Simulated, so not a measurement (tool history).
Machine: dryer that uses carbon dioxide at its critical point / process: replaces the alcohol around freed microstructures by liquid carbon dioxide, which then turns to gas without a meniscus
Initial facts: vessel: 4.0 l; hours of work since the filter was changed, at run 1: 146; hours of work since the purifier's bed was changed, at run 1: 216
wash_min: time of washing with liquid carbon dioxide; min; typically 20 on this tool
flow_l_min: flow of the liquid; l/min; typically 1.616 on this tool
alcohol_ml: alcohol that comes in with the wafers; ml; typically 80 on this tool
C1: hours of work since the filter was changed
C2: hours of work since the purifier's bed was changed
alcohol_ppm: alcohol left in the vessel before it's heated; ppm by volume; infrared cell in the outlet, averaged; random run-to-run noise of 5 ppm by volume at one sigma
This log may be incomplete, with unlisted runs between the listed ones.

run 1 day=0 | wash_min=20 flow_l_min=1.616 alcohol_ml=80 | C1=146 C2=216 | alcohol_ppm=38
run 2 day=0.933 | wash_min=22 flow_l_min=1.616 alcohol_ml=80 | C1=158 C2=227 | alcohol_ppm=26
run 3 day=1.717 | wash_min=22 flow_l_min=1.616 alcohol_ml=80 | C1=168 C2=237 | alcohol_ppm=26
run 4 day=3.033 | wash_min=22 flow_l_min=1.616 alcohol_ml=80 | C1=184 C2=253 | alcohol_ppm=32
run 5 day=3.921 | wash_min=20 flow_l_min=1.616 alcohol_ml=80 | C1=195 C2=264 | alcohol_ppm=37
run 6 day=5.579 | wash_min=20 flow_l_min=1.616 alcohol_ml=80 | C1=215 C2=285 | alcohol_ppm=34
run 7 day=7.012 | wash_min=20 flow_l_min=2.31 alcohol_ml=80 | C1=233 C2=302 | alcohol_ppm=26
run 8 day=8.442 | wash_min=13 flow_l_min=2.31 alcohol_ml=80 | C1=251 C2=320 | alcohol_ppm=50
run 9 day=9.712 | wash_min=13 flow_l_min=2.31 alcohol_ml=80 | C1=266 C2=336 | alcohol_ppm=54
run 10 day=10.788 | wash_min=20 flow_l_min=1.05 alcohol_ml=80 | C1=279 C2=349 | alcohol_ppm=240
run 11 day=11.858 | wash_min=20 flow_l_min=1.05 alcohol_ml=80 | C1=293 C2=362 | alcohol_ppm=249
run 12 day=13.183 | wash_min=20 flow_l_min=1.616 alcohol_ml=80 | C1=309 C2=378 | alcohol_ppm=52
run 13 day=14.125 | wash_min=20 flow_l_min=1.616 alcohol_ml=80 | C1=321 C2=390 | alcohol_ppm=49
run 14 day=15.158 | wash_min=20 flow_l_min=1.616 alcohol_ml=80 | C1=333 C2=403 | alcohol_ppm=63
-- day=16.412 inlet filter changed
run 15 day=16.554 | wash_min=20 flow_l_min=2.35 alcohol_ml=80 | C1=2 C2=419 | alcohol_ppm=43
run 16 day=17.808 | wash_min=20 flow_l_min=1.616 alcohol_ml=80 | C1=17 C2=435 | alcohol_ppm=45
run 17 day=19.358 | wash_min=14 flow_l_min=1.616 alcohol_ml=80 | C1=36 C2=454 | alcohol_ppm=130
run 18 day=20.962 | wash_min=14 flow_l_min=1.616 alcohol_ml=80 | C1=56 C2=474 | alcohol_ppm=130
run 19 day=22.075 | wash_min=14 flow_l_min=1.616 alcohol_ml=80 | C1=70 C2=487 | alcohol_ppm=142
run 20 day=22.921 | wash_min=14 flow_l_min=1.616 alcohol_ml=80 | C1=80 C2=498 | alcohol_ppm=141
run 21 day=24.092 | wash_min=15 flow_l_min=1.616 alcohol_ml=29 | C1=95 C2=512 | alcohol_ppm=66
run 22 day=25.067 | wash_min=12 flow_l_min=2.36 alcohol_ml=32 | C1=107 C2=524 | alcohol_ppm=49
run 23 day=25.946 | wash_min=15 flow_l_min=2.36 alcohol_ml=90 | C1=117 C2=535 | alcohol_ppm=50
run 24 day=27.254 | wash_min=23 flow_l_min=1.77 alcohol_ml=80 | C1=134 C2=551 | alcohol_ppm=41
run 25 day=28.583 | wash_min=23 flow_l_min=1.45 alcohol_ml=29 | C1=150 C2=568 | alcohol_ppm=49
run 26 day=30.079 | wash_min=23 flow_l_min=1.45 alcohol_ml=29 | C1=168 C2=586 | alcohol_ppm=50
run 27 day=31.188 | wash_min=29 flow_l_min=2.57 alcohol_ml=69 | C1=182 C2=600 | alcohol_ppm=44
run 28 day=32.7 | wash_min=29 flow_l_min=2.57 alcohol_ml=69 | C1=201 C2=618 | alcohol_ppm=49
run 29 day=34.017 | wash_min=17 flow_l_min=2.23 alcohol_ml=80 | C1=217 C2=635 | alcohol_ppm=49
run 30 day=35.45 | wash_min=26 flow_l_min=1.22 alcohol_ml=27 | C1=235 C2=652 | alcohol_ppm=53
run 31 day=36.962 | wash_min=15 flow_l_min=1.29 alcohol_ml=80 | C1=253 C2=671 | alcohol_ppm=349
run 32 day=38.642 | wash_min=20 flow_l_min=1.05 alcohol_ml=91 | C1=274 C2=692 | alcohol_ppm=281
run 33 day=39.454 | wash_min=31 flow_l_min=1.39 alcohol_ml=91 | C1=284 C2=702 | alcohol_ppm=67
run 34 day=40.562 | wash_min=18 flow_l_min=1.39 alcohol_ml=91 | C1=298 C2=715 | alcohol_ppm=157
run 35 day=41.917 | wash_min=24 flow_l_min=1.616 alcohol_ml=103 | C1=314 C2=732 | alcohol_ppm=60

Run 36 is up next; what results do you expect?
run 36 day=42.654 | wash_min=24 flow_l_min=1.616 alcohol_ml=103 | C1=323 C2=741 | alcohol_ppm=?

Run 36 produced alcohol_ppm 64 ppm by volume.
Without the tool's hidden state the same run would have given alcohol_ppm 7 ppm by volume.
